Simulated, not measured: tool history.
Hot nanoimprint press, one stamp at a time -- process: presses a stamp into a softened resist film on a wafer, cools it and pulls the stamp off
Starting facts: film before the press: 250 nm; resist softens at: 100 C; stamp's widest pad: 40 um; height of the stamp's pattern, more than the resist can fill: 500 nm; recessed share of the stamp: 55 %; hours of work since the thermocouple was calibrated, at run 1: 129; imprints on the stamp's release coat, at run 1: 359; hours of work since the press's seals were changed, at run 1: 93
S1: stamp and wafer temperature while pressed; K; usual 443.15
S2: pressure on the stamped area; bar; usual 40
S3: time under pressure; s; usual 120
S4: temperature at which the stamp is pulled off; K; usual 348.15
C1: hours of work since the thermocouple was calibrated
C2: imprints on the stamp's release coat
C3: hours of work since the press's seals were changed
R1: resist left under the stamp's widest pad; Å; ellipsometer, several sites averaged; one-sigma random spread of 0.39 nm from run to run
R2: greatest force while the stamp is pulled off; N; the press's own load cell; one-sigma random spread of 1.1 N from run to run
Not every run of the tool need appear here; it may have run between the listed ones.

run,hour,S1,S2,S3,S4,C1,C2,C3,R1,R2
1,0,443.15,40,120,348.15,129,359,93,1406,100
2,39.7,443.15,40,120,348.15,150,497,114,1413,102
3,87.7,443.15,40,120,348.15,176,663,141,1405,103
4,159.6,443.15,31.2,120,348.15,216,913,180,1571,104
# hour 172.4: stamp cleaned and given a new release coat
5,227.8,443.15,31.2,120,348.15,250,193,214,1562,95
6,309.5,444.15,43.3,120,348.15,295,476,259,1311,101
# hour 339.2: plate thermocouple calibrated
7,365.6,444.15,43.3,120,348.15,14,661,288,1347,101
8,399.2,443.15,40,110,348.15,33,777,306,1475,106
# hour 448.6: stamp cleaned and given a new release coat
9,487.9,450.15,47.6,120,348.15,78,136,351,1068,99
10,525.7,450.15,47.6,104,340.15,99,267,372,1119,108

5 options for the next run, each taken on its own from the tool as it stands now. Forecast them:
A,591.5,443.15,41.3,120,348.15,135,496,408,?,?
B,591.5,443.15,63.6,120,348.15,135,496,408,?,?
C,591.5,443.15,49.6,120,348.15,135,496,408,?,?
D,591.5,435.15,40,75,354.15,135,496,408,?,?
E,591.5,454.15,28.3,74,340.15,135,496,408,?,?

run,R1,R2
A,1420,100
B,1158,102
C,1302,102
D,1964,96
E,1429,110
With no hidden state in the tool, these same runs would have given:
run,R1,R2
A,1411,95
B,1137,97
C,1288,97
D,1959,91
E,1426,104

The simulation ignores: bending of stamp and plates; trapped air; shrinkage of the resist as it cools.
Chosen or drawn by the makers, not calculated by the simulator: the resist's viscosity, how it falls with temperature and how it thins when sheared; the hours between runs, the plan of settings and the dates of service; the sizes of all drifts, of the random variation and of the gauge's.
